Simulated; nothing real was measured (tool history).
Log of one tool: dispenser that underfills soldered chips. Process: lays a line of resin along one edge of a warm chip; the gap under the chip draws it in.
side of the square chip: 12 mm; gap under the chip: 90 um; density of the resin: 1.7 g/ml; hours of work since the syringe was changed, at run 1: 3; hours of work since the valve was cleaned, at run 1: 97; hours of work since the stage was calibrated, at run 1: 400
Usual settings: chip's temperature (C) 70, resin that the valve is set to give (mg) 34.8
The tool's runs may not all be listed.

run   hour  chip's temperature (C)  resin that the valve is set to give (mg)  hours of work since the syringe was changed  hours of work since the valve was cleaned  hours of work since the stage was calibrated  time until the resin shows at the far edge (s)  resin that the valve gave (mg)
  1    0.0                      70                                      34.8                                            3                                         97                                           400                                            96.9                           32.30
       3.1  -- new syringe of resin
      10.7  -- new syringe of resin
  2   12.3                      70                                      39.0                                            1                                        106                                           408                                            85.5                           36.35
      18.7  -- new syringe of resin
      26.3  -- new syringe of resin
  3   27.0                      70                                      34.8                                            0                                        116                                           419                                            82.0                           32.02
  4   33.4                      70                                      34.8                                            5                                        121                                           423                                           107.2                           31.95
      34.8  -- new syringe of resin
      38.2  -- dispensing valve cleaned and set on the balance
      43.9  -- new syringe of resin
  5   45.6                      70                                      34.8                                            1                                          5                                           431                                            86.0                           34.55
      52.0  -- new syringe of resin
  6   59.1                      70                                      34.8                                            5                                         15                                           440                                           109.3                           34.65
      60.3  -- new syringe of resin
      68.3  -- new syringe of resin
  7   74.8                      70                                      34.8                                            5                                         26                                           451                                           105.2                           34.33
      76.5  -- new syringe of resin
      84.8  -- new syringe of resin
  8   86.5                      70                                      34.8                                            1                                         34                                           459                                            84.2                           34.03
      92.7  -- new syringe of resin
     100.5  -- new syringe of resin
  9  102.3                      72                                      31.0                                            1                                         45                                           471                                            81.7                           30.00
     108.8  -- new syringe of resin
     116.4  -- new syringe of resin
 10  117.2                      58                                      30.7                                            1                                         55                                           481                                           124.9                           29.28
     124.1  -- new syringe of resin
 11  127.2                      68                                      38.2                                            2                                         62                                           488                                            92.3                           36.46
     132.4  -- new syringe of resin
     141.0  -- new syringe of resin
 12  142.1                      65                                      38.4                                            1                                         73                                           498                                            95.8                           36.36
     148.8  -- new syringe of resin
 13  150.3                      65                                      40.2                                            1                                         78                                           504                                            97.2                           37.90
     156.5  -- new syringe of resin
     164.7  -- new syringe of resin
 14  165.4                      65                                      40.2                                            1                                         89                                           515                                            94.0                           37.68
     172.9  -- new syringe of resin
 15  179.8                      65                                      40.2                                            5                                         99                                           525                                           122.2                           37.53

Forecast each of these 3 alternatives for the next run:
     180.9  -- new syringe of resin
     188.5  -- new syringe of resin
  A  189.5                      63                                      35.6                                            1                                        106                                           531                                               ?                               ?
     180.9  -- new syringe of resin
     188.5  -- new syringe of resin
  B  189.5                      65                                      31.0                                            1                                        106                                           531                                               ?                               ?
     180.9  -- new syringe of resin
     188.5  -- new syringe of resin
  C  189.5                      55                                      31.6                                            1                                        106                                           531                                               ?                               ?

run  time until the resin shows at the far edge (s)  resin that the valve gave (mg)
  A                                           102.0                           32.77
  B                                            98.7                           28.60
  C                                           140.9                           29.47
Without the tool's hidden state the same runs would have given:
run  time until the resin shows at the far edge (s)  resin that the valve gave (mg)
  A                                           105.0                           35.42
  B                                           100.6                           30.92
  C                                           144.4                           31.85
